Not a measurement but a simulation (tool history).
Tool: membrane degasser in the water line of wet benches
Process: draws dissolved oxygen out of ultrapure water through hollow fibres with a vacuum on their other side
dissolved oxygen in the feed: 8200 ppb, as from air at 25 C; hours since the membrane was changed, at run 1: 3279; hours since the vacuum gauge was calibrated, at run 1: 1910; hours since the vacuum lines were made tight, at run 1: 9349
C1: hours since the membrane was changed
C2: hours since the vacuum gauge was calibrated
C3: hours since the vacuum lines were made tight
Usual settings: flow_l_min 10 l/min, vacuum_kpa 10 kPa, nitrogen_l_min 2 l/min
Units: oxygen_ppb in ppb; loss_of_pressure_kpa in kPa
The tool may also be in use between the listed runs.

{"run": 1, "hour": 0.0, "flow_l_min": 10, "vacuum_kpa": 10, "nitrogen_l_min": 2, "C1": 3279, "C2": 1910, "C3": 9349, "oxygen_ppb": 159, "loss_of_pressure_kpa": 68.15}
{"run": 2, "hour": 41.8, "flow_l_min": 10, "vacuum_kpa": 10, "nitrogen_l_min": 2, "C1": 3320, "C2": 1952, "C3": 9391, "oxygen_ppb": 161.9, "loss_of_pressure_kpa": 67.54}
{"run": 3, "hour": 123.1, "flow_l_min": 10, "vacuum_kpa": 10, "nitrogen_l_min": 2, "C1": 3402, "C2": 2033, "C3": 9472, "oxygen_ppb": 160.6, "loss_of_pressure_kpa": 68.42}
{"run": 4, "hour": 174.6, "flow_l_min": 10, "vacuum_kpa": 18.1, "nitrogen_l_min": 2, "C1": 3453, "C2": 2085, "C3": 9523, "oxygen_ppb": 263.9, "loss_of_pressure_kpa": 67.76}
{"run": 5, "hour": 267.1, "flow_l_min": 10, "vacuum_kpa": 18.1, "nitrogen_l_min": 2, "C1": 3546, "C2": 2177, "C3": 9616, "oxygen_ppb": 267.1, "loss_of_pressure_kpa": 67.65}
{"run": 6, "hour": 339.4, "flow_l_min": 10, "vacuum_kpa": 18.1, "nitrogen_l_min": 0.89, "C1": 3618, "C2": 2250, "C3": 9688, "oxygen_ppb": 466.8, "loss_of_pressure_kpa": 68.18}
{"run": 7, "hour": 391.1, "flow_l_min": 10, "vacuum_kpa": 18.1, "nitrogen_l_min": 0.89, "C1": 3670, "C2": 2301, "C3": 9740, "oxygen_ppb": 473.7, "loss_of_pressure_kpa": 67.73}
{"run": 8, "hour": 458.0, "flow_l_min": 10, "vacuum_kpa": 18.1, "nitrogen_l_min": 0.89, "C1": 3737, "C2": 2368, "C3": 9807, "oxygen_ppb": 471.8, "loss_of_pressure_kpa": 68.34}
{"run": 9, "hour": 527.8, "flow_l_min": 10, "vacuum_kpa": 18.1, "nitrogen_l_min": 0.89, "C1": 3806, "C2": 2438, "C3": 9877, "oxygen_ppb": 467.1, "loss_of_pressure_kpa": 68.04}
{"run": 10, "hour": 596.7, "flow_l_min": 8, "vacuum_kpa": 18.1, "nitrogen_l_min": 0.89, "C1": 3875, "C2": 2507, "C3": 9946, "oxygen_ppb": 368.9, "loss_of_pressure_kpa": 54.74}
{"run": 11, "hour": 679.1, "flow_l_min": 8, "vacuum_kpa": 18.1, "nitrogen_l_min": 0.89, "C1": 3958, "C2": 2589, "C3": 10028, "oxygen_ppb": 372.5, "loss_of_pressure_kpa": 54.33}
{"run": 12, "hour": 770.4, "flow_l_min": 8, "vacuum_kpa": 18.1, "nitrogen_l_min": 0.89, "C1": 4049, "C2": 2681, "C3": 10119, "oxygen_ppb": 375.5, "loss_of_pressure_kpa": 54.78}
{"run": 13, "hour": 812.5, "flow_l_min": 7, "vacuum_kpa": 18.1, "nitrogen_l_min": 0.89, "C1": 4091, "C2": 2723, "C3": 10161, "oxygen_ppb": 328.1, "loss_of_pressure_kpa": 47.91}
{"run": 14, "hour": 913.7, "flow_l_min": 7, "vacuum_kpa": 18.1, "nitrogen_l_min": 0.89, "C1": 4192, "C2": 2824, "C3": 10263, "oxygen_ppb": 328, "loss_of_pressure_kpa": 47.82}
{"run": 15, "hour": 968.2, "flow_l_min": 7, "vacuum_kpa": 18.1, "nitrogen_l_min": 0.89, "C1": 4247, "C2": 2878, "C3": 10317, "oxygen_ppb": 327.2, "loss_of_pressure_kpa": 47.73}
{"run": 16, "hour": 1016.8, "flow_l_min": 7, "vacuum_kpa": 18.1, "nitrogen_l_min": 0.89, "C1": 4295, "C2": 2927, "C3": 10366, "oxygen_ppb": 326.5, "loss_of_pressure_kpa": 47.81}
{"run": 17, "hour": 1115.9, "flow_l_min": 6, "vacuum_kpa": 10, "nitrogen_l_min": 1.52, "C1": 4395, "C2": 3026, "C3": 10465, "oxygen_ppb": 92.2, "loss_of_pressure_kpa": 40.76}
{"run": 18, "hour": 1166.4, "flow_l_min": 10, "vacuum_kpa": 12, "nitrogen_l_min": 0.93, "C1": 4445, "C2": 3077, "C3": 10515, "oxygen_ppb": 306.1, "loss_of_pressure_kpa": 68.44}
{"run": 19, "hour": 1265.7, "flow_l_min": 10, "vacuum_kpa": 19.9, "nitrogen_l_min": 3.65, "C1": 4544, "C2": 3176, "C3": 10615, "oxygen_ppb": 196.7, "loss_of_pressure_kpa": 68.23}
{"hour": 1275.4, "done": "vacuum gauge calibrated"}
{"run": 20, "hour": 1317.7, "flow_l_min": 11, "vacuum_kpa": 19.9, "nitrogen_l_min": 3.65, "C1": 4596, "C2": 42, "C3": 10666, "oxygen_ppb": 230.5, "loss_of_pressure_kpa": 75.66}
{"run": 21, "hour": 1379.6, "flow_l_min": 11, "vacuum_kpa": 22.6, "nitrogen_l_min": 3.53, "C1": 4658, "C2": 104, "C3": 10728, "oxygen_ppb": 255.7, "loss_of_pressure_kpa": 75.48}
{"run": 22, "hour": 1427.8, "flow_l_min": 11, "vacuum_kpa": 22.6, "nitrogen_l_min": 3.53, "C1": 4706, "C2": 152, "C3": 10776, "oxygen_ppb": 250.8, "loss_of_pressure_kpa": 75.74}
{"run": 23, "hour": 1472.4, "flow_l_min": 13, "vacuum_kpa": 10, "nitrogen_l_min": 0.95, "C1": 4751, "C2": 197, "C3": 10821, "oxygen_ppb": 372.7, "loss_of_pressure_kpa": 88.57}
{"hour": 1517.7, "done": "seals of the vacuum lines changed"}
{"run": 24, "hour": 1533.2, "flow_l_min": 8, "vacuum_kpa": 22.2, "nitrogen_l_min": 3.07, "C1": 4809, "C2": 256, "C3": 15, "oxygen_ppb": 163.1, "loss_of_pressure_kpa": 54.9}
{"run": 25, "hour": 1626.7, "flow_l_min": 10, "vacuum_kpa": 22.2, "nitrogen_l_min": 1.32, "C1": 4903, "C2": 349, "C3": 109, "oxygen_ppb": 410.8, "loss_of_pressure_kpa": 68.63}
{"run": 26, "hour": 1724.2, "flow_l_min": 13, "vacuum_kpa": 7.8, "nitrogen_l_min": 0.98, "C1": 5000, "C2": 447, "C3": 206, "oxygen_ppb": 287.3, "loss_of_pressure_kpa": 89.21}
{"run": 27, "hour": 1817.1, "flow_l_min": 9, "vacuum_kpa": 14.6, "nitrogen_l_min": 5.93, "C1": 5093, "C2": 540, "C3": 299, "oxygen_ppb": 101.1, "loss_of_pressure_kpa": 61.68}
{"hour": 1859.0, "done": "vacuum gauge calibrated, once more"}
{"run": 28, "hour": 1863.1, "flow_l_min": 9, "vacuum_kpa": 14.6, "nitrogen_l_min": 5.93, "C1": 5139, "C2": 4, "C3": 345, "oxygen_ppb": 100.2, "loss_of_pressure_kpa": 61.55}

Run 29 comes next. What will it give?
{"run": 29, "hour": 1930.7, "flow_l_min": 6, "vacuum_kpa": 18.9, "nitrogen_l_min": 1.18, "C1": 5206, "C2": 72, "C3": 412, "oxygen_ppb": "?", "loss_of_pressure_kpa": "?"}

{"run 29": {"oxygen_ppb": 211, "loss_of_pressure_kpa": 41.14}}
Without the tool's hidden state the same run would have given oxygen_ppb 206.5 ppb, loss_of_pressure_kpa 40.08 kPa.

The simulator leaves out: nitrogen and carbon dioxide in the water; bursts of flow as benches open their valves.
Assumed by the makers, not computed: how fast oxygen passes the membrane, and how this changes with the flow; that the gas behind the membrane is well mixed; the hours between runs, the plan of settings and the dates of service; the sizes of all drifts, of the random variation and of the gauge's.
